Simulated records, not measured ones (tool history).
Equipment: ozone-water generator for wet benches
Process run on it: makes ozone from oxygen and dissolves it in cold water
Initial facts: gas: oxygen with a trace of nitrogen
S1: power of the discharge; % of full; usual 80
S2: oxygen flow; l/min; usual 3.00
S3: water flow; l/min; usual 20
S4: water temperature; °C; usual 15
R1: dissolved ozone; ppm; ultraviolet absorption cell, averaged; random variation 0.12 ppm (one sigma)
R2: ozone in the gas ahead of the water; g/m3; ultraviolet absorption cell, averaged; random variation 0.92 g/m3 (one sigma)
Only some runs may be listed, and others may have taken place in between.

run,hour,S1,S2,S3,S4,R1,R2
1,0.0,80,3.00,20,15,11.6,153.8
2,98.8,80,3.00,20,15,11.7,153.6
3,305.7,80,3.00,20,15,11.6,152.5
4,434.7,80,2.62,20,15,11.1,163.4
5,548.1,80,2.62,20,15,10.9,162.1
6,692.8,80,2.62,20,15,11.1,160.3
7,815.7,80,2.62,20,15,11.1,159.6
8,1003.8,91,2.62,20,15,11.7,175.3
9,1126.9,91,2.62,20,15,11.9,177.1
10,1344.7,91,2.62,20,15,11.9,173.6
11,1483.9,91,2.62,20,15,11.8,174.3
12,1653.3,80,3.00,20,15,11.2,149.8
13,1825.2,80,3.00,20,15,11.2,150.1
14,1966.1,80,2.08,20,15,9.7,171.1
15,2184.6,78,3.00,20,21,10.2,145.7
16,2310.6,55,3.00,20,21,8.0,113.3
17,2460.7,88,3.00,20,21,11.2,159.1

Run 18, settings as shown, results not yet in. Your forecast:
18,2687.2,88,3.00,20,21,?,?

Logged for run 18: R1 10.8 ppm, R2 157.8 g/m3.
Take away the tool's hidden state, keep the run-to-run variation as it was, and the same run would have given R1 11.7 ppm, R2 166.1 g/m3.
